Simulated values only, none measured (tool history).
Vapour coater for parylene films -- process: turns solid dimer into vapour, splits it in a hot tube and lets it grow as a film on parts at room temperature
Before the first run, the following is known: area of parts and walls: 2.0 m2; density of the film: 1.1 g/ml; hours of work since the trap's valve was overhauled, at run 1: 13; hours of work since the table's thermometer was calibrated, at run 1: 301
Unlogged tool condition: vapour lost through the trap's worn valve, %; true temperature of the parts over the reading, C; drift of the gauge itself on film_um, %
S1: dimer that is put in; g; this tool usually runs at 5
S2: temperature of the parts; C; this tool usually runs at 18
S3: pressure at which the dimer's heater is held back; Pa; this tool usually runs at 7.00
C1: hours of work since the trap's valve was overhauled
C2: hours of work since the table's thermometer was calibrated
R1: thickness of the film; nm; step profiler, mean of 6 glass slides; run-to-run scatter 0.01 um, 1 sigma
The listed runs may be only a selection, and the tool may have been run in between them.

{"run": 1, "day": 0.0, "S1": 5, "S2": 18, "S3": 7.0, "C1": 13, "C2": 301, "R1": 1530}
{"run": 2, "day": 2.858, "S1": 4, "S2": 18, "S3": 7.0, "C1": 67, "C2": 355, "R1": 1220}
{"run": 3, "day": 4.425, "S1": 4, "S2": 18, "S3": 7.0, "C1": 96, "C2": 384, "R1": 1230}
{"run": 4, "day": 6.054, "S1": 5, "S2": 17, "S3": 7.0, "C1": 127, "C2": 415, "R1": 1580}
{"run": 5, "day": 8.325, "S1": 5, "S2": 17, "S3": 7.0, "C1": 170, "C2": 458, "R1": 1550}
{"run": 6, "day": 11.183, "S1": 5, "S2": 18, "S3": 7.0, "C1": 224, "C2": 512, "R1": 1510}
{"run": 7, "day": 12.558, "S1": 5, "S2": 18, "S3": 7.0, "C1": 250, "C2": 538, "R1": 1510}
{"run": 8, "day": 14.088, "S1": 5, "S2": 18, "S3": 7.0, "C1": 279, "C2": 567, "R1": 1510}
{"run": 9, "day": 16.279, "S1": 5, "S2": 18, "S3": 6.45, "C1": 321, "C2": 609, "R1": 1510}
{"run": 10, "day": 17.438, "S1": 5, "S2": 28, "S3": 6.45, "C1": 342, "C2": 631, "R1": 1060}
{"run": 11, "day": 20.058, "S1": 3, "S2": 18, "S3": 7.0, "C1": 392, "C2": 680, "R1": 900}
{"day": 21.554, "done": "trap's valve overhauled"}
{"run": 12, "day": 22.275, "S1": 3, "S2": 18, "S3": 7.0, "C1": 14, "C2": 719, "R1": 940}
{"run": 13, "day": 25.108, "S1": 5, "S2": 18, "S3": 7.0, "C1": 67, "C2": 772, "R1": 1560}
{"run": 14, "day": 27.675, "S1": 5, "S2": 12, "S3": 7.0, "C1": 116, "C2": 821, "R1": 1900}
{"run": 15, "day": 30.146, "S1": 5, "S2": 12, "S3": 7.0, "C1": 162, "C2": 868, "R1": 1890}
{"run": 16, "day": 32.825, "S1": 5, "S2": 18, "S3": 7.0, "C1": 213, "C2": 918, "R1": 1540}
{"run": 17, "day": 34.604, "S1": 5, "S2": 18, "S3": 2.41, "C1": 247, "C2": 952, "R1": 1600}
{"run": 18, "day": 36.762, "S1": 5, "S2": 18, "S3": 7.0, "C1": 288, "C2": 993, "R1": 1520}
{"run": 19, "day": 39.596, "S1": 5, "S2": 18, "S3": 7.0, "C1": 341, "C2": 1047, "R1": 1510}
{"run": 20, "day": 41.988, "S1": 4, "S2": 18, "S3": 7.0, "C1": 387, "C2": 1092, "R1": 1200}
{"day": 43.875, "done": "trap's valve overhauled"}
{"run": 21, "day": 44.767, "S1": 6, "S2": 18, "S3": 7.0, "C1": 17, "C2": 1141, "R1": 1870}
{"run": 22, "day": 45.925, "S1": 6, "S2": 18, "S3": 7.0, "C1": 39, "C2": 1163, "R1": 1870}
{"run": 23, "day": 47.962, "S1": 6, "S2": 18, "S3": 7.0, "C1": 77, "C2": 1202, "R1": 1860}
{"run": 24, "day": 49.996, "S1": 6, "S2": 20, "S3": 2.24, "C1": 116, "C2": 1240, "R1": 1840}
{"run": 25, "day": 52.796, "S1": 4, "S2": 20, "S3": 8.57, "C1": 169, "C2": 1293, "R1": 1150}
{"run": 26, "day": 54.804, "S1": 4, "S2": 20, "S3": 8.57, "C1": 207, "C2": 1331, "R1": 1140}
{"run": 27, "day": 56.442, "S1": 4, "S2": 20, "S3": 4.47, "C1": 238, "C2": 1362, "R1": 1160}
{"run": 28, "day": 57.692, "S1": 3, "S2": 15, "S3": 7.0, "C1": 261, "C2": 1386, "R1": 990}
{"run": 29, "day": 60.104, "S1": 7, "S2": 15, "S3": 2.98, "C1": 307, "C2": 1431, "R1": 2460}
{"run": 30, "day": 62.133, "S1": 7, "S2": 15, "S3": 9.35, "C1": 345, "C2": 1470, "R1": 2320}
{"run": 31, "day": 63.588, "S1": 7, "S2": 15, "S3": 3.62, "C1": 373, "C2": 1497, "R1": 2430}
{"day": 66.229, "done": "trap's valve overhauled"}
{"run": 32, "day": 66.571, "S1": 5, "S2": 19, "S3": 4.19, "C1": 6, "C2": 1550, "R1": 1550}
{"run": 33, "day": 68.996, "S1": 5, "S2": 19, "S3": 4.19, "C1": 52, "C2": 1596, "R1": 1560}
{"run": 34, "day": 70.492, "S1": 7, "S2": 26, "S3": 3.9, "C1": 81, "C2": 1625, "R1": 1720}
{"run": 35, "day": 72.267, "S1": 3, "S2": 18, "S3": 7.0, "C1": 114, "C2": 1658, "R1": 920}
{"run": 36, "day": 74.004, "S1": 3, "S2": 18, "S3": 7.0, "C1": 147, "C2": 1691, "R1": 920}
{"run": 37, "day": 76.154, "S1": 7, "S2": 12, "S3": 7.0, "C1": 188, "C2": 1732, "R1": 2640}
{"run": 38, "day": 78.471, "S1": 4, "S2": 14, "S3": 3.83, "C1": 232, "C2": 1776, "R1": 1440}
{"run": 39, "day": 80.621, "S1": 4, "S2": 17, "S3": 4.74, "C1": 272, "C2": 1816, "R1": 1280}
{"run": 40, "day": 82.054, "S1": 4, "S2": 17, "S3": 4.74, "C1": 299, "C2": 1843, "R1": 1270}
{"run": 41, "day": 84.85, "S1": 2, "S2": 12, "S3": 4.74, "C1": 352, "C2": 1896, "R1": 740}
{"run": 42, "day": 86.854, "S1": 4, "S2": 18, "S3": 5.17, "C1": 390, "C2": 1934, "R1": 1240}
{"day": 88.417, "done": "trap's valve overhauled"}
{"run": 43, "day": 88.85, "S1": 3, "S2": 14, "S3": 3.41, "C1": 8, "C2": 1969, "R1": 1140}
{"run": 44, "day": 90.35, "S1": 8, "S2": 12, "S3": 4.75, "C1": 37, "C2": 1997, "R1": 3150}
{"run": 45, "day": 92.317, "S1": 8, "S2": 22, "S3": 7.0, "C1": 74, "C2": 2034, "R1": 2210}
{"run": 46, "day": 94.125, "S1": 8, "S2": 16, "S3": 5.67, "C1": 108, "C2": 2069, "R1": 2740}

Forecast each of these 3 alternatives for the next run:
{"run": "A", "day": 96.942, "S1": 8, "S2": 28, "S3": 3.18, "C1": 161, "C2": 2122, "R1": "?"}
{"run": "B", "day": 96.942, "S1": 5, "S2": 18, "S3": 4.41, "C1": 161, "C2": 2122, "R1": "?"}
{"run": "C", "day": 96.942, "S1": 5, "S2": 18, "S3": 5.61, "C1": 161, "C2": 2122, "R1": "?"}

run=A R1=1840
run=B R1=1600
run=C R1=1570
With no hidden state in the tool, these same runs would have given:
run=A R1=1820
run=B R1=1590
run=C R1=1550
